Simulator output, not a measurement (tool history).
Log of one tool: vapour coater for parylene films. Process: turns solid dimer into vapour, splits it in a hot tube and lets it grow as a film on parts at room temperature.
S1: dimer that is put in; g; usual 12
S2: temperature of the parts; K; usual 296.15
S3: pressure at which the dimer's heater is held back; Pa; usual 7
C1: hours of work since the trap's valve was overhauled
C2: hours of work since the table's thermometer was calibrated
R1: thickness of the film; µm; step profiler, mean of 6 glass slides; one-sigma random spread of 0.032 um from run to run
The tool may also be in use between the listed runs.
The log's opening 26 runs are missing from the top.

run     day  S1      S2    S3   C1   C2    R1
 27  12.721   8  296.15   4.5  204  248  2.35
 28    13.4   8  296.15   4.5  215  259  2.31
 29  13.796   8  296.15   4.5  221  265  2.33
 30  14.279   8  296.15   4.5  229  273  2.36
 31  14.938  14  291.15  5.55  239  283  4.31
 32  15.342  12  301.15     7  246  290  2.88
 33  15.958  12  301.15     7  256  300  2.93
 34  16.308  13  294.15  8.89  261  305  3.44
 35  16.883  13  294.15  8.89  270  315  3.45
 36  17.575  10  304.15     7  281  326  2.23
 37  17.883  21  295.15   6.1  286  331  5.93
 38  18.312  21  300.15  4.59  293  338  5.57
 39  18.762   8  301.15  4.59  300  345  2.08
 40  19.258   7  296.15  4.11  308  353  2.04
 41  19.983   7  296.15  4.11  320  364  2.04
 42  20.533   6  292.15  9.87  329  373  1.63
 43  21.075  20  296.15     7  337  382  5.35
 44  21.746  12  303.15  5.17  348  392  2.89

Here are 5 independent what-if runs from the current tool condition. What would each one return?
  A  22.171   5  289.15  8.49  355  399   ?
  B  22.171   8  303.15  5.17  355  399   ?
  C  22.171  15  305.15     7  355  399   ?
  D  22.171  12  296.15   2.7  355  399   ?
  E  22.171  12  296.15  7.11  355  399   ?

run    R1
  A  1.48
  B  1.94
  C  3.25
  D  3.88
  E  3.19
What these runs would have given with no unlogged condition in the tool:
run    R1
  A  1.48
  B  1.94
  C  3.25
  D  3.89
  E   3.2
